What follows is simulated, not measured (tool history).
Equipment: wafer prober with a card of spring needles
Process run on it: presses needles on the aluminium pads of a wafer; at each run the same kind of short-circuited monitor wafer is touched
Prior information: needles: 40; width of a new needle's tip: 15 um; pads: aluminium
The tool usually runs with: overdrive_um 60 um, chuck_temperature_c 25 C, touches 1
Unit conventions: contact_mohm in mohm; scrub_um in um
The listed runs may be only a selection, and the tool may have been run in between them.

run   hour  overdrive_um  chuck_temperature_c  touches  contact_mohm  scrub_um
  1    0.0            60                   25        1           218      9.58
       2.9  -- tips cleaned on abrasive film
  2    6.4            60                   25        1           200      9.56
  3   13.2            60                   25        1           215      9.59
      18.5  -- tips cleaned on abrasive film
  4   20.4            60                   25        1           189      9.55
  5   27.5            60                   25        1           210      9.56
  6   33.2            60                   25        2           204      9.54
      34.7  -- tips cleaned on abrasive film
  7   38.5            60                   25        2           192      9.52
  8   44.7            60                   25        2           199      9.53
      50.4  -- tips cleaned on abrasive film
  9   51.8            60                   25        1           188      9.54
 10   58.6            60                   25        1           213      9.52
 11   65.9            60                   25        1           221      9.52
      66.7  -- tips cleaned on abrasive film
 12   74.6            60                   25        1           208      9.51
 13   78.6            60                   25        1           217      9.51
      82.4  -- tips cleaned on abrasive film
 14   84.9            60                   25        1           195      9.51
 15   92.6            60                   25        1           214      9.49
      98.1  -- tips cleaned on abrasive film
 16   99.9            60                   25        1           195      9.49
 17  103.9            60                   98        1           216      9.49
 18  112.6            60                   73        1           228      9.49
     113.8  -- tips cleaned on abrasive film
 19  119.8            79                  100        1           211     12.55
 20  126.1            79                  100        1           218     12.56
     129.5  -- tips cleaned on abrasive film
 21  131.3            78                   52        1           187     12.36
 22  137.3            47                   25        2           207      7.38
     145.4  -- tips cleaned on abrasive film
 23  145.8            48                   85        1           200      7.54
 24  151.7            60                  112        1           219      9.44
 25  159.5            51                   35        2           219      8.04
     161.5  -- tips cleaned on abrasive film
 26  164.8            60                   92        3           195      9.45
 27  169.9            60                   92        3           204      9.42
 28  174.5            60                   25        1           218      9.46
     177.5  -- tips cleaned on abrasive film
 29  183.1            60                   62        1           212      9.43
 30  189.9            50                   36        2           215      7.81
     193.2  -- tips cleaned on abrasive film
     195.4  -- height of the first contact set anew
 31  195.8            55                   38        1           193      8.81
 32  200.9            47                   38        2           209      7.53
 33  207.4            43                   76        1           258      6.89
     209.1  -- tips cleaned on abrasive film
 34  212.8            70                   52        1           198     11.19

3 ways to go on from here, each from the tool as it stands after run 34. What would each give?
  A  218.8            62                   52        2             ?         ?
  B  218.8            60                   45        1             ?         ?
  C  218.8            70                   25        1             ?         ?

run  contact_mohm  scrub_um
  A           205      9.94
  B           216      9.59
  C           202     11.20
Without the tool's hidden state the same runs would have given:
run  contact_mohm  scrub_um
  A           186      9.95
  B           182      9.61
  C           175     11.22
